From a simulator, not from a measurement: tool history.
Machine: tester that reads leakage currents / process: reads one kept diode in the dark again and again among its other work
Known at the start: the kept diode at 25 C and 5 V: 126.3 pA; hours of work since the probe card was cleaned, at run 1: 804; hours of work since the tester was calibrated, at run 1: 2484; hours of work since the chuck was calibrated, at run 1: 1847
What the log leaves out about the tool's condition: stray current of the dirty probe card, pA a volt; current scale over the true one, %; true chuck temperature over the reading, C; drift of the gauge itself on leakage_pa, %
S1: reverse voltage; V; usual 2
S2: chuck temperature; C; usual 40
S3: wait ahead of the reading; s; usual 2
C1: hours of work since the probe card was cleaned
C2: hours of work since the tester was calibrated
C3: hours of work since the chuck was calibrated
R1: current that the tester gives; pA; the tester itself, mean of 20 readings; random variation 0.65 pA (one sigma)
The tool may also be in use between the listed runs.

run,day,S1,S2,S3,C1,C2,C3,R1
1,0,2,40,2,804,2484,1847,214.95
2,3.062,2,40,0.69,855,2536,1898,215.29
3,9.871,2,27,0.69,969,2650,2012,86.37
# day 13.042: chuck's temperature calibrated
4,16.692,2,40,2.7,1082,2763,61,214.62
5,23.042,2,40,2.7,1188,2869,168,214.39
6,26.333,2,40,1.39,1244,2924,223,214.63
7,32.467,2,60,2,1346,3027,326,761.51
8,37.212,2,60,0.84,1426,3107,405,763.03
9,43.208,2,60,0.84,1526,3207,506,761.3
10,46.638,4.68,40,2,1584,3265,563,352.73
11,53.45,4.68,40,2,1698,3379,677,352.2
12,58.908,4.68,40,2,1789,3470,769,353.77
13,64.838,4.68,40,2,1889,3570,868,352.26
14,67.979,4.68,40,2,1941,3622,921,352.71
15,75.267,4.68,40,2,2064,3744,1043,353.52
16,81.362,4.68,40,2,2166,3846,1145,352.66
17,88.596,4.68,40,2,2287,3968,1266,351.33
18,92.667,2,40,2,2355,4036,1334,214.86
19,99.717,2,20,2,2473,4154,1453,50.98
20,103.917,2,20,2,2544,4224,1523,51
21,107.125,1.18,40,0.32,2597,4278,1577,157.71
22,112.071,7.19,38,2.22,2680,4361,1660,396.26
23,116.25,10.91,38,1.18,2750,4431,1730,506.67
24,123.421,9.11,29,0.72,2871,4551,1850,243.06
25,127.196,9.11,29,0.72,2934,4615,1913,243.65
26,131.812,3.24,38,1.74,3011,4692,1990,248.02
# day 136.246: chuck's temperature calibrated
27,139.1,3.24,38,1.74,3132,4813,48,248.37
28,142.983,9.82,45,7.97,3197,4878,113,755.93
29,146.062,13.81,40,5.21,3249,4929,165,664.45
30,149.55,3.14,57,5.21,3307,4988,223,829.64
31,152.962,17.28,40,1.13,3364,5045,280,759.18
32,159.296,2,24,2,3470,5151,386,68.59
33,165.562,2,56,5.83,3575,5256,491,601.65
34,171.679,2,29,0.4,3678,5359,594,100.17
# day 172.392: probe card cleaned and baked
35,178.246,2.48,40,4.4,98,5467,702,243.54
36,183.908,2,27,7.47,193,5561,797,85.42
37,190.021,1.59,27,4.6,295,5664,899,74.8
# day 191.346: tester calibrated
38,195.667,1.59,27,4.6,389,72,992,74.92
39,202.912,1.59,27,4.6,510,194,1114,74.63
40,207.983,6.06,26,0.31,595,279,1199,155.08

3 ways to go on from here, each from the tool as it stands after run 40. What would each give?
A,213.367,6.06,26,5.57,685,369,1289,?
B,213.367,7.83,45,2.77,685,369,1289,?
C,213.367,12.91,29,1.08,685,369,1289,?

run,R1
A,153.45
B,664.68
C,297.33
What these runs would have given with no unlogged condition in the tool:
run,R1
A,153.21
B,663.79
C,296.87
